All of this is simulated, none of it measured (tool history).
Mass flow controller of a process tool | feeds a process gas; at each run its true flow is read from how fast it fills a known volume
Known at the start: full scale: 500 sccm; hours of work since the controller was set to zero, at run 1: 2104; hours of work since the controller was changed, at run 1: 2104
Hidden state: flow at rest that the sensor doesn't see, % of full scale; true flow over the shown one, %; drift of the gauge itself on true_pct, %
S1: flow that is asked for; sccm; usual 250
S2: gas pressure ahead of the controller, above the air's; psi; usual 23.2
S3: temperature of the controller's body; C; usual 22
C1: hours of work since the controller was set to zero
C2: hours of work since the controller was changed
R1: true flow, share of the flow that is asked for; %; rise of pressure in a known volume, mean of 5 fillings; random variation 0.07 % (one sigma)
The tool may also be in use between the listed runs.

run	hour	S1	S2	S3	C1	C2	R1
1	0.0	250	23.2	22	2104	2104	98.66
2	65.2	61	23.2	22	2154	2154	97.49
3	107.6	61	23.2	22	2187	2187	97.59
4	162.7	250	23.2	22	2230	2230	98.68
5	208.8	250	23.2	22	2265	2265	98.74
6	265.4	250	23.2	22	2309	2309	98.68
7	315.0	250	23.2	22	2347	2347	98.73
8	369.3	250	23.2	21	2389	2389	98.85
9	432.9	250	23.2	22	2438	2438	98.69
10	486.5	250	23.2	22	2479	2479	98.63
11	552.9	250	20.5	33	2531	2531	97.36
12	609.6	250	20.5	33	2574	2574	97.18
13	681.4	450	37.4	31	2630	2630	99.37
14	768.2	88	31.6	29	2697	2697	97.34
15	826.6	250	34.8	24	2742	2742	98.98
16	870.7	250	23.2	34	2776	2776	97.34
17	947.0	250	23.2	34	2835	2835	97.40
18	1029.0	250	38.6	22	2898	2898	99.64

3 ways to go on from here, each from the tool as it stands after run 18. What would each give?
A	1068.9	250	21.9	22	2929	2929	?
B	1068.9	228	23.2	20	2929	2929	?
C	1068.9	403	25.4	20	2929	2929	?

run	R1
A	98.56
B	98.89
C	99.91
Without the tool's hidden state the same runs would have given:
run	R1
A	98.56
B	98.90
C	99.91
